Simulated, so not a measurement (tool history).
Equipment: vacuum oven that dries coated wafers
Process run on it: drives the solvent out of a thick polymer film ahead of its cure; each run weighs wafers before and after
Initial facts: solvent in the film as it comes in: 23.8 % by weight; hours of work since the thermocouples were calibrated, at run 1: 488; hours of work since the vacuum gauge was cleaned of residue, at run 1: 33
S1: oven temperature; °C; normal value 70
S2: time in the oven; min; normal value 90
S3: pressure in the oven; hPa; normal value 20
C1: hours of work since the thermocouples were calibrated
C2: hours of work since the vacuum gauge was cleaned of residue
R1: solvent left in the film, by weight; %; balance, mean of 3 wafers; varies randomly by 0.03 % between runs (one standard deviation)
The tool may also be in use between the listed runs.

Run 1, hour 0: usual settings; C1 488; C2 33. Result: R1 6 %.
Run 2, hour 43.4: usual settings; C1 516; C2 61. Result: R1 6.06 %.
Run 3, hour 103.2: usual settings; C1 555; C2 99. Result: R1 6.04 %.
Run 4, hour 183.3: usual settings; C1 606; C2 150. Result: R1 6.06 %.
Run 5, hour 237.6: usual settings; C1 641; C2 185. Result: R1 6.15 %.
Run 6, hour 284.1: usual settings; C1 670; C2 215. Result: R1 6.13 %.
Run 7, hour 340: usual settings; C1 706; C2 251. Result: R1 6.12 %.
Run 8, hour 405.4: usual settings but S1 81 °C; C1 748; C2 293. Result: R1 2.19 %.
Run 9, hour 487.8: usual settings but S1 81 °C; C1 801; C2 345. Result: R1 2.24 %.
Run 10, hour 556.6: usual settings but S1 81 °C; C1 845; C2 389. Result: R1 2.29 %.
Run 11, hour 616.8: usual settings but S1 81 °C; C1 884; C2 428. Result: R1 2.29 %.
Run 12, hour 653.6: usual settings; C1 907; C2 452. Result: R1 6.24 %.
Run 13, hour 692.5: usual settings but S2 50 min; C1 932; C2 477. Result: R1 10.18 %.
Run 14, hour 744.7: usual settings but S2 50 min; C1 966; C2 510. Result: R1 10.14 %.
At hour 772.5: oven's thermocouples calibrated.
Run 15, hour 826: usual settings but S2 50 min; C1 34; C2 561. Result: R1 9.71 %.
Run 16, hour 881.4: usual settings but S2 50 min; C1 70; C2 596. Result: R1 9.81 %.
Run 17, hour 916.4: usual settings but S2 50 min; C1 92; C2 619. Result: R1 9.8 %.
Run 18, hour 962.1: usual settings but S2 50 min; C1 121; C2 648. Result: R1 9.76 %.
Run 19, hour 1011.5: usual settings but S2 50 min; C1 153; C2 680. Result: R1 9.76 %.
Run 20, hour 1095.2: usual settings; C1 207; C2 733. Result: R1 5.98 %.
Run 21, hour 1155.1: usual settings; C1 245; C2 772. Result: R1 5.98 %.
Run 22, hour 1190.7: usual settings; C1 268; C2 794. Result: R1 6.01 %.
Run 23, hour 1249.1: usual settings; C1 305; C2 832. Result: R1 6.03 %.
Run 24, hour 1325.3: usual settings but S1 67 °C, S2 144 min, S3 21.2 hPa; C1 354; C2 881. Result: R1 4.56 %.
Run 25, hour 1384.9: usual settings but S1 75 °C, S2 144 min, S3 21.2 hPa; C1 392; C2 919. Result: R1 2.11 %.
Run 26, hour 1430.5: usual settings but S1 75 °C, S2 144 min, S3 21.2 hPa; C1 422; C2 948. Result: R1 2.1 %.
Run 27, hour 1514.5: usual settings but S1 65 °C, S3 12.2 hPa; C1 475; C2 1002. Result: R1 8 %.
Run 28, hour 1579.4: usual settings but S1 63 °C, S2 104 min; C1 517; C2 1043. Result: R1 8.36 %.
Run 29, hour 1652.5: usual settings but S2 102 min; C1 564; C2 1090. Result: R1 5.35 %.
Run 30, hour 1696.4: usual settings but S2 78 min; C1 592; C2 1118. Result: R1 7.11 %.
Run 31, hour 1767.3: usual settings but S1 59 °C; C1 637; C2 1164. Result: R1 11.35 %.
At hour 1806.7: vacuum gauge cleaned of residue and calibrated.
Run 32, hour 1826.1: usual settings but S1 56 °C, S2 60 min, S3 24.1 hPa; C1 674; C2 12. Result: R1 14.7 %.
Run 33, hour 1877.1: usual settings but S1 61 °C, S3 35.3 hPa; C1 707; C2 45. Result: R1 11.18 %.
Run 34, hour 1915.9: usual settings but S2 148 min, S3 45.1 hPa; C1 732; C2 70. Result: R1 4.7 %.
Run 35, hour 1979.7: usual settings but S1 75 °C, S2 87 min, S3 28.2 hPa; C1 772; C2 111. Result: R1 4.63 %.
Run 36, hour 2060.5: usual settings but S1 80 °C, S2 64 min, S3 32.4 hPa; C1 824; C2 163. Result: R1 4.68 %.
Run 37, hour 2114.5: usual settings but S1 80 °C, S2 64 min, S3 32.4 hPa; C1 859; C2 197. Result: R1 4.67 %.
Run 38, hour 2196.5: usual settings but S2 140 min; C1 911; C2 250. Result: R1 3.7 %.
Run 39, hour 2275.5: usual settings but S3 66.3 hPa; C1 962; C2 300. Result: R1 8.42 %.
At hour 2311.2: oven's thermocouples calibrated.
Run 40, hour 2347.1: usual settings but S1 56 °C, S2 55 min, S3 48.7 hPa; C1 23; C2 345. Result: R1 15.91 %.
Run 41, hour 2419.5: usual settings but S1 56 °C, S2 55 min, S3 48.7 hPa; C1 69; C2 391. Result: R1 15.85 %.
Run 42, hour 2457.4: usual settings but S1 56 °C, S2 55 min, S3 48.7 hPa; C1 94; C2 416. Result: R1 15.82 %.
Run 43, hour 2491.7: usual settings but S1 56 °C, S2 55 min, S3 48.7 hPa; C1 116; C2 438. Result: R1 15.85 %.
Run 44, hour 2572.4: usual settings but S3 72.8 hPa; C1 167; C2 489. Result: R1 8.1 %.
Run 45, hour 2607.7: usual settings but S1 62 °C, S2 48 min, S3 30.8 hPa; C1 190; C2 512. Result: R1 13.54 %.
Run 46, hour 2691.7: usual settings but S1 75 °C, S2 61 min, S3 26.2 hPa; C1 244; C2 566. Result: R1 6.34 %.

What if the next run were any one of these 5? Each begins from the tool's condition after run 46:
Run A, hour 2751.6: usual settings but S1 77 °C, S2 73 min, S3 52.3 hPa; C1 282; C2 604. Result: R1 ?.
Run B, hour 2751.6: usual settings but S1 67 °C, S2 69 min, S3 33.8 hPa; C1 282; C2 604. Result: R1 ?.
Run C, hour 2751.6: usual settings but S1 75 °C, S2 61 min, S3 21 hPa; C1 282; C2 604. Result: R1 ?.
Run D, hour 2751.6: usual settings but S1 60 °C, S2 61 min, S3 26.2 hPa; C1 282; C2 604. Result: R1 ?.
Run E, hour 2751.6: usual settings but S2 140 min, S3 27.2 hPa; C1 282; C2 604. Result: R1 ?.

run     R1
  A   5.34
  B   9.49
  C   6.04
  D  12.95
  E   3.66
Without the tool's unlogged condition, the same runs would have read:
run     R1
  A   5.29
  B   9.42
  C   5.98
  D  12.88
  E   3.59
